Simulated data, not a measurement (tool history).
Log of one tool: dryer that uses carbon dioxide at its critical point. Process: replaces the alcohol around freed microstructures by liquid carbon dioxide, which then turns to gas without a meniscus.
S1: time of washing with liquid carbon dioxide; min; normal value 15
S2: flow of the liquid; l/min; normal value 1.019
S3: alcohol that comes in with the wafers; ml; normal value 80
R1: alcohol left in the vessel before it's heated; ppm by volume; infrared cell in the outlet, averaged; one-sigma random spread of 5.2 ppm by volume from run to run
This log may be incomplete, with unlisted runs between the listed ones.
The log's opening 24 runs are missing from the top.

run,hour,S1,S2,S3,R1
25,1118.8,21,1.019,115,164
26,1173.2,15,0.690,80,1481
27,1213.5,15,0.690,80,1535
28,1247.1,15,0.690,80,1640
29,1292.4,15,0.690,80,1623
# hour 1334.2: inlet filter changed
30,1344.0,15,1.350,62,164
31,1380.3,15,1.350,62,182
32,1438.0,15,1.019,29,224
33,1482.4,19,1.460,110,185
34,1507.7,15,1.019,56,272
35,1536.2,20,1.710,25,192
36,1585.6,20,1.710,25,211
37,1614.6,20,1.710,25,201
38,1642.7,20,1.710,25,210
39,1676.7,19,1.019,40,238
40,1706.8,15,1.019,99,417
41,1744.5,20,0.860,91,329
42,1793.6,23,0.860,47,254
43,1819.1,12,1.040,29,406
44,1845.7,15,1.330,34,253
45,1903.1,15,1.150,107,378
46,1952.3,20,1.019,63,298
47,1998.0,9,1.019,80,2119

Forecast each of these 3 alternatives for the next run:
A,2023.6,17,1.100,80,?
B,2023.6,10,1.019,113,?
C,2023.6,9,1.100,80,?

run,R1
A,364
B,2201
C,1757
With no hidden state in the tool, these same runs would have given:
run,R1
A,31
B,1002
C,784
